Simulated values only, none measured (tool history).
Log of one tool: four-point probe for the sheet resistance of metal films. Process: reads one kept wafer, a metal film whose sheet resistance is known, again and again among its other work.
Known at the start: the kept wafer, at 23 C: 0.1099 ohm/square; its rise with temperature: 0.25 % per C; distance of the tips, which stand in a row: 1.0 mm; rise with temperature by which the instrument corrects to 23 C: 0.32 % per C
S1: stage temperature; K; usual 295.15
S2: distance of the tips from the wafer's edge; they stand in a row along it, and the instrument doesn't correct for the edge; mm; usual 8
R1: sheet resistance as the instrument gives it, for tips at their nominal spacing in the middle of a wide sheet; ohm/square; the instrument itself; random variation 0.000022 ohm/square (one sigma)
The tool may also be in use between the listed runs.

Run 1, hour 0: usual settings. Result: R1 0.109479 ohm/square.
Run 2, hour 47: usual settings. Result: R1 0.10949 ohm/square.
Run 3, hour 73.4: usual settings. Result: R1 0.109492 ohm/square.
Run 4, hour 102.4: usual settings. Result: R1 0.10942 ohm/square.
Run 5, hour 145.2: usual settings. Result: R1 0.109483 ohm/square.
Run 6, hour 191.3: usual settings. Result: R1 0.109412 ohm/square.
Run 7, hour 240.2: usual settings. Result: R1 0.109422 ohm/square.
Run 8, hour 276.7: usual settings but S2 4 mm. Result: R1 0.111956 ohm/square.
Run 9, hour 329.6: usual settings but S2 4 mm. Result: R1 0.111978 ohm/square.
Run 10, hour 359.1: usual settings but S2 4 mm. Result: R1 0.111946 ohm/square.
Run 11, hour 408.3: usual settings but S1 296.15 K. Result: R1 0.111271 ohm/square.
Run 12, hour 440: usual settings but S1 296.15 K. Result: R1 0.111253 ohm/square.
Run 13, hour 482.2: usual settings but S1 296.15 K. Result: R1 0.111247 ohm/square.
Run 14, hour 515.4: usual settings. Result: R1 0.111302 ohm/square.
Run 15, hour 543.9: usual settings. Result: R1 0.111254 ohm/square.
Run 16, hour 595.6: usual settings. Result: R1 0.111228 ohm/square.
Run 17, hour 624.5: usual settings. Result: R1 0.111274 ohm/square.
Run 18, hour 672.2: usual settings. Result: R1 0.111211 ohm/square.
Run 19, hour 722.1: usual settings. Result: R1 0.111199 ohm/square.
Run 20, hour 771.8: usual settings. Result: R1 0.111175 ohm/square.
Run 21, hour 808.1: usual settings but S1 301.15 K, S2 27 mm. Result: R1 0.109867 ohm/square.
Run 22, hour 832.7: usual settings but S1 301.15 K, S2 27 mm. Result: R1 0.109832 ohm/square.
Run 23, hour 869.8: usual settings but S1 302.15 K, S2 15 mm. Result: R1 0.10995 ohm/square.
Run 24, hour 916.7: usual settings but S1 303.15 K, S2 3 mm. Result: R1 0.115676 ohm/square.
Run 25, hour 938.5: usual settings but S1 293.15 K. Result: R1 0.111177 ohm/square.
Run 26, hour 964.5: usual settings but S1 298.15 K, S2 4 mm. Result: R1 0.113421 ohm/square.
Run 27, hour 987.7: usual settings but S1 298.15 K, S2 37 mm. Result: R1 0.109911 ohm/square.
Run 28, hour 1021: usual settings but S1 291.15 K, S2 58 mm. Result: R1 0.110358 ohm/square.
Run 29, hour 1074.8: usual settings but S1 291.15 K, S2 58 mm. Result: R1 0.110401 ohm/square.
Run 30, hour 1125.4: usual settings but S1 291.15 K, S2 58 mm. Result: R1 0.110564 ohm/square.
Run 31, hour 1169.9: usual settings but S1 293.15 K, S2 29 mm. Result: R1 0.11043 ohm/square.
Run 32, hour 1218.7: usual settings but S1 300.15 K, S2 44 mm. Result: R1 0.109839 ohm/square.
Run 33, hour 1270.6: usual settings but S1 296.15 K, S2 15 mm. Result: R1 0.110359 ohm/square.
Run 34, hour 1311.1: usual settings but S1 296.15 K, S2 15 mm. Result: R1 0.110366 ohm/square.
Run 35, hour 1341.6: usual settings but S2 58 mm. Result: R1 0.110159 ohm/square.
Run 36, hour 1380.4: usual settings but S1 300.15 K, S2 47 mm. Result: R1 0.109794 ohm/square.
Run 37, hour 1415.8: usual settings but S1 300.15 K, S2 42 mm. Result: R1 0.109785 ohm/square.

Taken out of this log: 3 entries between the listed runs. Where each belongs, and how the hidden state differs across it:
Between runs 10 and 11: new probe head fitted (hour 368.9)
  inner tips' distance over the nominal, %: -1.202 -> 0.47; tips' flats over new ones', %: 40 -> 1; wafer's true temperature over the reading, C: -0.44 -> -0.45
  measured less the result without the state, R1: -0.001594 -> +0.000438 ohm/square
Between runs 23 and 24: stage's thermometer calibrated (hour 873)
  inner tips' distance over the nominal, %: 0.309 -> 0.294; tips' flats over new ones', %: 8 -> 9; wafer's true temperature over the reading, C: -0.54 -> -0.78
  measured less the result without the state, R1: +0.00022 -> +0.000145 ohm/square
Between runs 29 and 30: stage's thermometer calibrated, once more (hour 1120.6)
  inner tips' distance over the nominal, %: 0.241 -> 0.225; tips' flats over new ones', %: 11 -> 12; wafer's true temperature over the reading, C: -0.81 -> 0.02
  measured less the result without the state, R1: +0.000062 -> +0.000273 ohm/square

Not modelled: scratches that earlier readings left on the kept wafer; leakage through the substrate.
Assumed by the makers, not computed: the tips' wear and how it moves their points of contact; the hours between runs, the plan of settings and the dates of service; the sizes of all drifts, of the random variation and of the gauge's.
